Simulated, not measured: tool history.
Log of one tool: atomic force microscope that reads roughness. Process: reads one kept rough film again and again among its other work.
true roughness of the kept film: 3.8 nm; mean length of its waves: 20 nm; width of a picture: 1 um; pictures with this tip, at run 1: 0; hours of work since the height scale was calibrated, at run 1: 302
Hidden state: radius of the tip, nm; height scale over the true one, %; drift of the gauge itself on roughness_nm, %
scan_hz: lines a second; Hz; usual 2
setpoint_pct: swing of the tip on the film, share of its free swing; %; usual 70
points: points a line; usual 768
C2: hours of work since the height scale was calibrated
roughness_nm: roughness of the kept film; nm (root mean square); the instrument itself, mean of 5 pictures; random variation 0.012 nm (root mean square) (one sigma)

Run 1, hour 0: usual settings; pictures with this tip 0; C2 302. Result: roughness_nm 2.742 nm (root mean square).
Run 2, hour 12.7: usual settings; pictures with this tip 17; C2 308. Result: roughness_nm 2.713 nm (root mean square).
Run 3, hour 21.6: usual settings but points 418; pictures with this tip 30; C2 312. Result: roughness_nm 2.71 nm (root mean square).
Run 4, hour 30.9: usual settings but points 708; pictures with this tip 43; C2 317. Result: roughness_nm 2.722 nm (root mean square).
Run 5, hour 49: usual settings but points 708; pictures with this tip 69; C2 326. Result: roughness_nm 2.712 nm (root mean square).
Run 6, hour 57.7: usual settings but setpoint_pct 72 %; pictures with this tip 81; C2 330. Result: roughness_nm 2.661 nm (root mean square).
Run 7, hour 66.8: usual settings; pictures with this tip 94; C2 334. Result: roughness_nm 2.711 nm (root mean square).
Run 8, hour 75: usual settings; pictures with this tip 105; C2 338. Result: roughness_nm 2.731 nm (root mean square).
Run 9, hour 88.3: usual settings; pictures with this tip 124; C2 344. Result: roughness_nm 2.726 nm (root mean square).
Run 10, hour 107.7: usual settings; pictures with this tip 151; C2 354. Result: roughness_nm 2.721 nm (root mean square).
Run 11, hour 120.6: usual settings; pictures with this tip 170; C2 360. Result: roughness_nm 2.722 nm (root mean square).
Run 12, hour 131.3: usual settings; pictures with this tip 185; C2 365. Result: roughness_nm 2.725 nm (root mean square).
Run 13, hour 144.8: usual settings; pictures with this tip 204; C2 372. Result: roughness_nm 2.708 nm (root mean square).
Run 14, hour 154.7: usual settings; pictures with this tip 218; C2 376. Result: roughness_nm 2.719 nm (root mean square).
Run 15, hour 164.5: usual settings but setpoint_pct 90 %; pictures with this tip 232; C2 381. Result: roughness_nm 2.35 nm (root mean square).
Run 16, hour 178.5: usual settings but setpoint_pct 90 %; pictures with this tip 251; C2 388. Result: roughness_nm 2.348 nm (root mean square).
At hour 180.5: new tip fitted.
Run 17, hour 188.2: usual settings; pictures with this tip 10; C2 392. Result: roughness_nm 2.716 nm (root mean square).
Run 18, hour 196.1: usual settings; pictures with this tip 22; C2 396. Result: roughness_nm 2.712 nm (root mean square).
Run 19, hour 214.8: usual settings; pictures with this tip 48; C2 405. Result: roughness_nm 2.705 nm (root mean square).
Run 20, hour 223.3: usual settings; pictures with this tip 60; C2 409. Result: roughness_nm 2.697 nm (root mean square).
Run 21, hour 241.3: usual settings; pictures with this tip 85; C2 418. Result: roughness_nm 2.71 nm (root mean square).
Run 22, hour 256: usual settings; pictures with this tip 106; C2 425. Result: roughness_nm 2.719 nm (root mean square).
Run 23, hour 266.6: usual settings but points 562; pictures with this tip 121; C2 430. Result: roughness_nm 2.695 nm (root mean square).
Run 24, hour 275.2: usual settings; pictures with this tip 133; C2 434. Result: roughness_nm 2.724 nm (root mean square).
Run 25, hour 283.9: usual settings; pictures with this tip 145; C2 438. Result: roughness_nm 2.735 nm (root mean square).
Run 26, hour 301.8: usual settings; pictures with this tip 171; C2 447. Result: roughness_nm 2.706 nm (root mean square).
Run 27, hour 318.6: usual settings; pictures with this tip 194; C2 455. Result: roughness_nm 2.696 nm (root mean square).
Run 28, hour 330.2: usual settings but scan_hz 0.76 Hz, setpoint_pct 71 %, points 858; pictures with this tip 211; C2 460. Result: roughness_nm 2.881 nm (root mean square).
Run 29, hour 345.5: usual settings but scan_hz 0.76 Hz, setpoint_pct 71 %, points 858; pictures with this tip 232; C2 468. Result: roughness_nm 2.875 nm (root mean square).
Run 30, hour 356.8: usual settings but scan_hz 1.17 Hz, setpoint_pct 62 %, points 858; pictures with this tip 248; C2 473. Result: roughness_nm 2.873 nm (root mean square).
At hour 361: new tip fitted.
Run 31, hour 368.1: usual settings but scan_hz 0.66 Hz, setpoint_pct 88 %, points 600; pictures with this tip 10; C2 478. Result: roughness_nm 2.765 nm (root mean square).
Run 32, hour 380.8: usual settings but scan_hz 2.4 Hz, setpoint_pct 82 %, points 565; pictures with this tip 28; C2 484. Result: roughness_nm 2.429 nm (root mean square).
Run 33, hour 396.9: usual settings but scan_hz 2.4 Hz, setpoint_pct 82 %, points 565; pictures with this tip 50; C2 492. Result: roughness_nm 2.42 nm (root mean square).
Run 34, hour 416: usual settings but scan_hz 0.6 Hz; pictures with this tip 77; C2 501. Result: roughness_nm 2.902 nm (root mean square).
Run 35, hour 428.7: usual settings but scan_hz 0.6 Hz; pictures with this tip 95; C2 508. Result: roughness_nm 2.907 nm (root mean square).
Run 36, hour 437: usual settings but scan_hz 1.39 Hz, points 277; pictures with this tip 107; C2 512. Result: roughness_nm 2.706 nm (root mean square).
Run 37, hour 445.9: usual settings but scan_hz 2.25 Hz, setpoint_pct 84 %, points 277; pictures with this tip 120; C2 516. Result: roughness_nm 2.346 nm (root mean square).
Run 38, hour 460.6: usual settings but points 275; pictures with this tip 140; C2 523. Result: roughness_nm 2.65 nm (root mean square).
Run 39, hour 474.5: usual settings but points 275; pictures with this tip 160; C2 530. Result: roughness_nm 2.653 nm (root mean square).
Run 40, hour 492.5: usual settings but setpoint_pct 82 %, points 521; pictures with this tip 185; C2 538. Result: roughness_nm 2.506 nm (root mean square).
Run 41, hour 508: usual settings but scan_hz 0.6 Hz, setpoint_pct 68 %; pictures with this tip 207; C2 546. Result: roughness_nm 2.913 nm (root mean square).
Run 42, hour 523.4: usual settings but scan_hz 1.22 Hz, setpoint_pct 59 %, points 642; pictures with this tip 229; C2 553. Result: roughness_nm 2.864 nm (root mean square).
Run 43, hour 533.5: usual settings but scan_hz 1.22 Hz, setpoint_pct 59 %, points 642; pictures with this tip 243; C2 558. Result: roughness_nm 2.876 nm (root mean square).
At hour 541.4: new tip fitted.
Run 44, hour 546.6: usual settings but scan_hz 1.22 Hz, setpoint_pct 59 %, points 642; pictures with this tip 7; C2 564. Result: roughness_nm 2.884 nm (root mean square).
Run 45, hour 561.1: usual settings but scan_hz 3.26 Hz, setpoint_pct 87 %, points 258; pictures with this tip 27; C2 571. Result: roughness_nm 2.092 nm (root mean square).
Run 46, hour 573.4: usual settings but scan_hz 1.26 Hz, setpoint_pct 61 %, points 310; pictures with this tip 45; C2 577. Result: roughness_nm 2.825 nm (root mean square).
Run 47, hour 589.9: usual settings but scan_hz 0.79 Hz, setpoint_pct 65 %, points 350; pictures with this tip 68; C2 585. Result: roughness_nm 2.848 nm (root mean square).
Run 48, hour 609.4: usual settings but scan_hz 3.4 Hz, setpoint_pct 89 %, points 388; pictures with this tip 96; C2 594. Result: roughness_nm 2.05 nm (root mean square).
Run 49, hour 627: usual settings but scan_hz 1.92 Hz, setpoint_pct 56 %, points 368; pictures with this tip 120; C2 603. Result: roughness_nm 2.84 nm (root mean square).
Run 50, hour 641.7: usual settings but scan_hz 1.92 Hz, setpoint_pct 61 %, points 368; pictures with this tip 141; C2 610. Result: roughness_nm 2.813 nm (root mean square).
Run 51, hour 656.6: usual settings but scan_hz 1.92 Hz, setpoint_pct 61 %, points 368; pictures with this tip 162; C2 617. Result: roughness_nm 2.787 nm (root mean square).

Hidden state or all else? Some run-to-run changes of roughness_nm, split into what the settings, what came in and random variation would give without the hidden state, and what is left for the hidden state (with any gauge scatter that isn't in both results):
Run 16 -> 17: setpoint_pct 90 -> 70, new tip fitted. roughness_nm +0.368 nm (root mean square): hidden state +0.011, all else +0.357.
Run 30 -> 31: scan_hz 1.17 -> 0.66, setpoint_pct 62 -> 88, points 858 -> 600, new tip fitted. roughness_nm -0.108 nm (root mean square): hidden state +0.013, all else -0.121.
Run 43 -> 44: new tip fitted. roughness_nm +0.008 nm (root mean square): hidden state +0.013, all else -0.005.
Run 44 -> 45: scan_hz 1.22 -> 3.26, setpoint_pct 59 -> 87, points 642 -> 258. roughness_nm -0.792 nm (root mean square): hidden state +0, all else -0.792.
Run 47 -> 48: scan_hz 0.79 -> 3.4, setpoint_pct 65 -> 89, points 350 -> 388. roughness_nm -0.798 nm (root mean square): hidden state +0, all else -0.798.
Run 48 -> 49: scan_hz 3.4 -> 1.92, setpoint_pct 89 -> 56, points 388 -> 368. roughness_nm +0.79 nm (root mean square): hidden state -0.004, all else +0.794.

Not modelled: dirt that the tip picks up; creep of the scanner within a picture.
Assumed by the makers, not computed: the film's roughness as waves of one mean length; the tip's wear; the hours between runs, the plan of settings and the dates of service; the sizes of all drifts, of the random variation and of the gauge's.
